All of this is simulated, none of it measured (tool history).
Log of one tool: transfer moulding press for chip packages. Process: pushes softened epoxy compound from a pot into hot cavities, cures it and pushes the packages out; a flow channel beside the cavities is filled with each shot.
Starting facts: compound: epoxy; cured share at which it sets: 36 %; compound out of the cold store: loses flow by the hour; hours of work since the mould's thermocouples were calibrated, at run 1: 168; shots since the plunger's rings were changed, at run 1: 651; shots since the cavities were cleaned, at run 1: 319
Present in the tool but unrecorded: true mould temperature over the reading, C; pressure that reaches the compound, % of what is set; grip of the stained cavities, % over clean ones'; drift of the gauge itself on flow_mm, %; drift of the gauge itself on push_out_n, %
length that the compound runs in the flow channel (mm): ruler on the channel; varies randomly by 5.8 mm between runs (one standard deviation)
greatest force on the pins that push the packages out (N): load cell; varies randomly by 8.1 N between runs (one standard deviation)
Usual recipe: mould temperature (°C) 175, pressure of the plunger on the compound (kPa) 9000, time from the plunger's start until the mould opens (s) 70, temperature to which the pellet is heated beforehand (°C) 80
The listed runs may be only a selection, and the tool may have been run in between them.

| run | day | mould temperature (°C) | pressure of the plunger on the compound (kPa) | time from the plunger's start until the mould opens (s) | temperature to which the pellet is heated beforehand (°C) | hours of work since the mould's thermocouples were calibrated | shots since the plunger's rings were changed | shots since the cavities were cleaned | incoming compound's hours out of the cold store | length that the compound runs in the flow channel (mm) | greatest force on the pins that push the packages out (N) |
|---|---|---|---|---|---|---|---|---|---|---|---|
| 1 | 0 | 175 | 9000 | 70 | 80 | 168 | 651 | 319 | 11.6 | 710 | 380 |
| 2 | 0.271 | 175 | 10890 | 70 | 80 | 173 | 749 | 417 | 23.2 | 734 | 391 |
|  | 0.429 | cavities cleaned with cleaning compound and waxed |
| 3 | 0.667 | 175 | 9000 | 70 | 87 | 178 | 870 | 87 | 15.7 | 698 | 339 |
| 4 | 0.917 | 175 | 9000 | 70 | 87 | 182 | 960 | 177 | 20 | 670 | 365 |
| 5 | 1.142 | 181 | 9000 | 70 | 80 | 186 | 1041 | 258 | 36.6 | 616 | 286 |
| 6 | 1.4 | 181 | 9000 | 70 | 80 | 191 | 1135 | 352 | 22.9 | 649 | 293 |
| 7 | 1.571 | 181 | 9000 | 70 | 80 | 193 | 1197 | 414 | 44.6 | 588 | 313 |
|  | 1.742 | cavities cleaned with cleaning compound and waxed |
| 8 | 1.846 | 181 | 9000 | 70 | 80 | 197 | 1274 | 37 | 26.8 | 641 | 260 |
| 9 | 2.042 | 181 | 9000 | 70 | 80 | 200 | 1346 | 109 | 40.8 | 597 | 264 |
| 10 | 2.258 | 175 | 9000 | 62 | 80 | 204 | 1424 | 187 | 36 | 619 | 450 |
| 11 | 2.446 | 175 | 9000 | 70 | 84 | 207 | 1491 | 254 | 38.6 | 610 | 355 |
| 12 | 2.708 | 175 | 9000 | 70 | 84 | 212 | 1586 | 349 | 29 | 651 | 373 |
|  | 3.033 | cavities cleaned with cleaning compound and waxed |
| 13 | 3.067 | 175 | 9000 | 70 | 84 | 217 | 1694 | 12 | 38.5 | 617 | 309 |
| 14 | 3.4 | 175 | 9000 | 70 | 84 | 222 | 1815 | 133 | 22.5 | 660 | 353 |
| 15 | 3.583 | 177 | 8280 | 52 | 80 | 225 | 1881 | 199 | 13.3 | 662 | 668 |
| 16 | 3.938 | 180 | 8430 | 55 | 73 | 231 | 2010 | 328 | 23.6 | 626 | 460 |
|  | 4.333 | cavities cleaned with cleaning compound and waxed |
| 17 | 4.358 | 172 | 8360 | 72 | 76 | 237 | 2139 | 9 | 40.4 | 581 | 375 |
| 18 | 4.746 | 169 | 8360 | 72 | 84 | 244 | 2279 | 149 | 38.9 | 592 | 490 |
| 19 | 4.992 | 169 | 8360 | 72 | 84 | 248 | 2369 | 239 | 46.5 | 573 | 500 |
| 20 | 5.338 | 169 | 8360 | 72 | 84 | 254 | 2493 | 363 | 27.4 | 624 | 567 |
|  | 5.604 | plunger's sealing rings changed |
| 21 | 5.608 | 175 | 10290 | 77 | 80 | 257 | 2 | 424 | 25 | 729 | 333 |
|  | 5.75 | cavities cleaned with cleaning compound and waxed |
| 22 | 5.867 | 181 | 10290 | 69 | 88 | 260 | 73 | 43 | 40.4 | 651 | 260 |
| 23 | 6.038 | 182 | 7860 | 82 | 87 | 263 | 135 | 105 | 43.7 | 549 | 231 |
| 24 | 6.204 | 182 | 7860 | 82 | 87 | 266 | 196 | 166 | 18.5 | 627 | 249 |
| 25 | 6.517 | 182 | 7860 | 82 | 87 | 271 | 309 | 279 | 27.4 | 598 | 262 |

What if the next run were any one of these 5? Each begins from the tool's condition after run 25:
| A | 6.783 | 182 | 10610 | 66 | 79 | 275 | 405 | 375 | 19.9 | ? | ? |
| B | 6.783 | 176 | 10110 | 78 | 87 | 275 | 405 | 375 | 9.7 | ? | ? |
| C | 6.783 | 175 | 7860 | 82 | 86 | 275 | 405 | 375 | 26 | ? | ? |
| D | 6.783 | 175 | 9000 | 70 | 82 | 275 | 405 | 375 | 14.8 | ? | ? |
| E | 6.783 | 182 | 7860 | 64 | 89 | 275 | 405 | 375 | 38.7 | ? | ? |

| run | length that the compound runs in the flow channel (mm) | greatest force on the pins that push the packages out (N) |
|---|---|---|
| A | 724 | 306 |
| B | 769 | 302 |
| C | 612 | 304 |
| D | 699 | 410 |
| E | 564 | 301 |
With no hidden state in the tool, these same runs would have given:
| run | length that the compound runs in the flow channel (mm) | greatest force on the pins that push the packages out (N) |
|---|---|---|
| A | 732 | 258 |
| B | 778 | 254 |
| C | 619 | 256 |
| D | 707 | 350 |
| E | 570 | 253 |

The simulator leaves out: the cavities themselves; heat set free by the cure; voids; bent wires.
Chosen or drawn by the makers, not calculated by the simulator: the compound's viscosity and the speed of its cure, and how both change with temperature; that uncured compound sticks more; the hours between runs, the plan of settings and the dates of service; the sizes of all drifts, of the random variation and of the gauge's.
